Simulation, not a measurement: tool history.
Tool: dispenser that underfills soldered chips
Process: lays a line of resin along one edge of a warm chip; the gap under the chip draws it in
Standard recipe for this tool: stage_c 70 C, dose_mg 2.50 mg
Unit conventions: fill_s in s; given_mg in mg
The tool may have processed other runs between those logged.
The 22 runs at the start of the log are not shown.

run    day  stage_c  dose_mg  hours of work since the syringe was changed  hours of work since the valve was cleaned  hours of work since the stage was calibrated  fill_s  given_mg
     3.692  -- new syringe of resin
 23  3.704       79     2.50                                            0                                         52                                           124    26.2      2.38
 24  3.800       79     2.50                                            2                                         54                                           126    28.0      2.37
 25  3.954       75     2.59                                            5                                         57                                           129    35.8      2.45
 26  4.079       70     2.97                                            7                                         59                                           131    46.8      2.81
     4.171  -- dispensing valve cleaned and set on the balance
     4.300  -- new syringe of resin
 27  4.333       56     2.56                                            1                                          3                                           135    57.3      2.55
 28  4.438       75     2.46                                            3                                          5                                           137    32.8      2.44
 29  4.638       63     3.00                                            6                                          9                                           140    56.8      2.97
 30  4.742       58     2.78                                            8                                         10                                           142    73.1      2.76
     4.879  -- new syringe of resin
 31  4.950       75     2.31                                            1                                         14                                           146    30.9      2.29
 32  5.171       56     2.31                                            5                                         18                                           150    71.9      2.26
 33  5.342       60     2.48                                            9                                         21                                           153    72.5      2.43
     5.458  -- new syringe of resin
 34  5.562       83     2.48                                            2                                         25                                           157    25.0      2.43

Expected results for the next run?
 35  5.758       83     2.48                                            6                                         29                                           161       ?         ?

Run 35 produced fill_s 29.6 s, given_mg 2.41 mg.
With no hidden state in the tool, this same run would have given fill_s 22.0 s, given_mg 2.49 mg.
